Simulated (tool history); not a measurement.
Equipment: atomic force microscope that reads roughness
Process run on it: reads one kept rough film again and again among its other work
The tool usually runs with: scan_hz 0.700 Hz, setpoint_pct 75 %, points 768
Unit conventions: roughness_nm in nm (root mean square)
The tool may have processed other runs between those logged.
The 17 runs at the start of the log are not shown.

run     day  scan_hz  setpoint_pct  points  pictures with this tip  hours of work since the height scale was calibrated  roughness_nm
 18  10.662    3.280            85     844                      84                                                  327         1.284
 19  11.379    3.280            85     844                     112                                                  337         1.117
 20  11.938    1.112            86     292                     134                                                  345         1.273
 21  12.429    0.700            79     748                     154                                                  352         1.319
     12.775  -- new tip fitted
 22  13.158    0.700            63     768                      15                                                  362         2.541
 23  13.808    0.700            63     768                      41                                                  371         2.198
 24  14.412    0.700            66     556                      65                                                  380         1.934
 25  15.171    0.700            66     556                      95                                                  391         1.687
 26  15.525    0.700            66     556                     108                                                  396         1.605
 27  16.242    0.700            62     316                     136                                                  406         1.455
     17.029  -- new tip fitted
 28  17.029    1.260            66     898                       0                                                  417         2.821
 29  17.517    1.868            65     768                      19                                                  424         2.429
 30  17.933    0.997            75     968                      35                                                  430         2.223
 31  18.292    0.997            56     544                      49                                                  435         2.141

What if the next run were any one of these 3? Each begins from the tool's condition after run 31:
  A  18.817    3.963            65     766                      70                                                  442             ?
  B  18.817    0.700            55     768                      70                                                  442             ?
  C  18.817    1.302            75     450                      70                                                  442             ?

run  roughness_nm
  A         1.676
  B         1.970
  C         1.791
Stripped of hidden state, with their random variation kept, the same runs would have yielded:
run  roughness_nm
  A         2.514
  B         2.952
  C         2.689
